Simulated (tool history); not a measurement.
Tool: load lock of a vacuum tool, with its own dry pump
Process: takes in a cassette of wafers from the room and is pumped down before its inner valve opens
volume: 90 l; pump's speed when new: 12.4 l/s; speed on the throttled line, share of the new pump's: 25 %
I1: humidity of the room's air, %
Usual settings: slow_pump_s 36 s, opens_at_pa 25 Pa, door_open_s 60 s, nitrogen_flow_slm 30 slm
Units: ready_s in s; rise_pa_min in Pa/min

Run 1, hour 0.0: usual settings; I1 42.3. Result: ready_s 90.1 s, rise_pa_min 0.072 Pa/min.
Run 2, hour 253.3: usual settings; I1 44.5. Result: ready_s 90.0 s, rise_pa_min 0.087 Pa/min.
Run 3, hour 438.1: usual settings; I1 44.2. Result: ready_s 90.2 s, rise_pa_min 0.096 Pa/min.
Run 4, hour 584.1: usual settings; I1 45.1. Result: ready_s 91.1 s, rise_pa_min 0.103 Pa/min.
Run 5, hour 743.4: usual settings but opens_at_pa 45 Pa; I1 46.3. Result: ready_s 86.9 s, rise_pa_min 0.113 Pa/min.
Run 6, hour 969.8: usual settings but opens_at_pa 19 Pa; I1 46.0. Result: ready_s 92.8 s, rise_pa_min 0.122 Pa/min.
Run 7, hour 1173.8: usual settings but opens_at_pa 19 Pa; I1 44.7. Result: ready_s 93.8 s, rise_pa_min 0.135 Pa/min.
Run 8, hour 1397.6: usual settings but opens_at_pa 19 Pa; I1 43.0. Result: ready_s 93.4 s, rise_pa_min 0.145 Pa/min.
Run 9, hour 1632.9: usual settings; I1 40.8. Result: ready_s 91.5 s, rise_pa_min 0.155 Pa/min.
Run 10, hour 1857.5: usual settings but slow_pump_s 68 s; I1 44.9. Result: ready_s 115.4 s, rise_pa_min 0.170 Pa/min.
Run 11, hour 2061.8: usual settings but slow_pump_s 68 s; I1 46.4. Result: ready_s 114.3 s, rise_pa_min 0.181 Pa/min.
Run 12, hour 2214.0: usual settings but slow_pump_s 68 s; I1 45.6. Result: ready_s 114.2 s, rise_pa_min 0.188 Pa/min.
Run 13, hour 2447.5: usual settings but slow_pump_s 68 s; I1 42.7. Result: ready_s 114.1 s, rise_pa_min 0.201 Pa/min.
Run 14, hour 2650.8: usual settings; I1 44.2. Result: ready_s 92.2 s, rise_pa_min 0.216 Pa/min.
Run 15, hour 2890.5: usual settings but nitrogen_flow_slm 32 slm; I1 43.0. Result: ready_s 92.3 s, rise_pa_min 0.229 Pa/min.
Run 16, hour 3061.9: usual settings but slow_pump_s 26 s, nitrogen_flow_slm 32 slm; I1 48.1. Result: ready_s 84.6 s, rise_pa_min 0.247 Pa/min.
Run 17, hour 3213.8: usual settings but slow_pump_s 26 s, nitrogen_flow_slm 32 slm; I1 45.0. Result: ready_s 85.2 s, rise_pa_min 0.259 Pa/min.
Run 18, hour 3326.7: usual settings; I1 47.2. Result: ready_s 93.6 s, rise_pa_min 0.276 Pa/min.
Run 19, hour 3507.7: usual settings; I1 43.3. Result: ready_s 93.1 s, rise_pa_min 0.286 Pa/min.
Run 20, hour 3762.0: usual settings but slow_pump_s 70 s, opens_at_pa 31 Pa; I1 42.6. Result: ready_s 116.8 s, rise_pa_min 0.301 Pa/min.
Run 21, hour 4030.3: usual settings but opens_at_pa 34 Pa, door_open_s 48 s; I1 48.2. Result: ready_s 92.3 s, rise_pa_min 0.325 Pa/min.
Run 22, hour 4262.8: usual settings but slow_pump_s 23 s, opens_at_pa 34 Pa, door_open_s 48 s; I1 45.8. Result: ready_s 82.1 s, rise_pa_min 0.342 Pa/min.
Run 23, hour 4503.3: usual settings but slow_pump_s 25 s, opens_at_pa 34 Pa, door_open_s 26 s; I1 46.5. Result: ready_s 83.2 s, rise_pa_min 0.351 Pa/min.
Run 24, hour 4771.3: usual settings but slow_pump_s 26 s, nitrogen_flow_slm 32 slm; I1 44.4. Result: ready_s 86.6 s, rise_pa_min 0.390 Pa/min.
Run 25, hour 4911.5: usual settings but slow_pump_s 26 s, nitrogen_flow_slm 32 slm; I1 43.1. Result: ready_s 87.0 s, rise_pa_min 0.401 Pa/min.
Run 26, hour 5168.7: usual settings but slow_pump_s 20 s, opens_at_pa 49 Pa, door_open_s 31 s, nitrogen_flow_slm 7 slm; I1 46.5. Result: ready_s 76.9 s, rise_pa_min 0.426 Pa/min.
Run 27, hour 5340.1: usual settings but opens_at_pa 49 Pa, door_open_s 122 s, nitrogen_flow_slm 39 slm; I1 48.1. Result: ready_s 89.4 s, rise_pa_min 0.443 Pa/min.
Run 28, hour 5526.7: usual settings but slow_pump_s 29 s, opens_at_pa 20 Pa, door_open_s 41 s, nitrogen_flow_slm 4 slm; I1 43.3. Result: ready_s 91.0 s, rise_pa_min 0.462 Pa/min.
Run 29, hour 5697.4: usual settings but opens_at_pa 20 Pa, door_open_s 181 s; I1 43.9. Result: ready_s 96.7 s, rise_pa_min 0.499 Pa/min.
Run 30, hour 5890.6: usual settings but opens_at_pa 21 Pa, nitrogen_flow_slm 8 slm; I1 46.2. Result: ready_s 96.5 s, rise_pa_min 0.512 Pa/min.
Run 31, hour 6113.4: usual settings but slow_pump_s 56 s, opens_at_pa 29 Pa, nitrogen_flow_slm 7 slm; I1 44.8. Result: ready_s 106.4 s, rise_pa_min 0.529 Pa/min.
Run 32, hour 6274.3: usual settings but slow_pump_s 19 s, opens_at_pa 31 Pa, door_open_s 189 s, nitrogen_flow_slm 7 slm; I1 41.8. Result: ready_s 82.1 s, rise_pa_min 0.610 Pa/min.
Run 33, hour 6441.5: usual settings but slow_pump_s 24 s, opens_at_pa 18 Pa, door_open_s 189 s, nitrogen_flow_slm 7 slm; I1 46.3. Result: ready_s 90.6 s, rise_pa_min 0.633 Pa/min.
Run 34, hour 6577.3: usual settings but slow_pump_s 30 s, opens_at_pa 27 Pa, nitrogen_flow_slm 6 slm; I1 41.2. Result: ready_s 91.7 s, rise_pa_min 0.587 Pa/min.
Run 35, hour 6834.2: usual settings but slow_pump_s 40 s, opens_at_pa 23 Pa; I1 47.2. Result: ready_s 99.1 s, rise_pa_min 0.591 Pa/min.
Run 36, hour 6962.3: usual settings but slow_pump_s 40 s, opens_at_pa 23 Pa; I1 43.6. Result: ready_s 97.5 s, rise_pa_min 0.604 Pa/min.
Run 37, hour 7161.9: usual settings but slow_pump_s 25 s; I1 40.9. Result: ready_s 88.2 s, rise_pa_min 0.634 Pa/min.
Run 38, hour 7393.9: usual settings but slow_pump_s 71 s, opens_at_pa 26 Pa; I1 44.9. Result: ready_s 121.5 s, rise_pa_min 0.656 Pa/min.

Forecast each of these 3 alternatives for the next run:
Run A, hour 7620.8: usual settings but opens_at_pa 22 Pa; I1 44.7. Result: ready_s ?, rise_pa_min ?.
Run B, hour 7620.8: usual settings but slow_pump_s 46 s, opens_at_pa 26 Pa; I1 45.4. Result: ready_s ?, rise_pa_min ?.
Run C, hour 7620.8: usual settings but slow_pump_s 71 s, opens_at_pa 26 Pa, door_open_s 111 s, nitrogen_flow_slm 21 slm; I1 45.7. Result: ready_s ?, rise_pa_min ?.

run  ready_s  rise_pa_min
  A     97.1        0.670
  B    103.8        0.675
  C    120.6        0.706
Without the tool's hidden state the same runs would have given:
run  ready_s  rise_pa_min
  A     88.0        0.024
  B     95.4        0.029
  C    113.3        0.047
